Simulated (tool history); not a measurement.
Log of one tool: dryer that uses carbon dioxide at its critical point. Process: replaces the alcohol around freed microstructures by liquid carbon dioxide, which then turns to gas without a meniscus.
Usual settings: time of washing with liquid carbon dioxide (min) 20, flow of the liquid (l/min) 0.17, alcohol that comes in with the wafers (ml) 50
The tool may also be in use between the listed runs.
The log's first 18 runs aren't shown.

| run | hour | time of washing with liquid carbon dioxide (min) | flow of the liquid (l/min) | alcohol that comes in with the wafers (ml) | hours of work since the filter was changed | hours of work since the purifier's bed was changed | alcohol left in the vessel before it's heated (ppm by volume) |
|---|---|---|---|---|---|---|---|
| 19 | 829 | 20 | 0.24 | 50 | 310 | 400 | 130 |
| 20 | 878.1 | 20 | 0.136 | 92 | 326 | 415 | 1801 |
| 21 | 934.7 | 14 | 0.17 | 50 | 344 | 434 | 1632 |
| 22 | 989.7 | 22 | 0.273 | 90 | 362 | 451 | 132 |
| 23 | 1030.3 | 25 | 0.141 | 109 | 375 | 464 | 622 |
| 24 | 1096 | 27 | 0.141 | 114 | 396 | 485 | 463 |
| 25 | 1142.5 | 24 | 0.113 | 73 | 411 | 500 | 1658 |
| 26 | 1175 | 24 | 0.113 | 73 | 421 | 511 | 1694 |
| 27 | 1218.9 | 24 | 0.113 | 73 | 436 | 525 | 1653 |
| 28 | 1254.7 | 14 | 0.148 | 30 | 447 | 537 | 1861 |

Forecast run 29:
| 29 | 1298.7 | 32 | 0.17 | 27 | 461 | 551 | ? |

alcohol left in the vessel before it's heated (ppm by volume): 155
Without the tool's hidden state the same run would have given alcohol left in the vessel before it's heated (ppm by volume) 10.

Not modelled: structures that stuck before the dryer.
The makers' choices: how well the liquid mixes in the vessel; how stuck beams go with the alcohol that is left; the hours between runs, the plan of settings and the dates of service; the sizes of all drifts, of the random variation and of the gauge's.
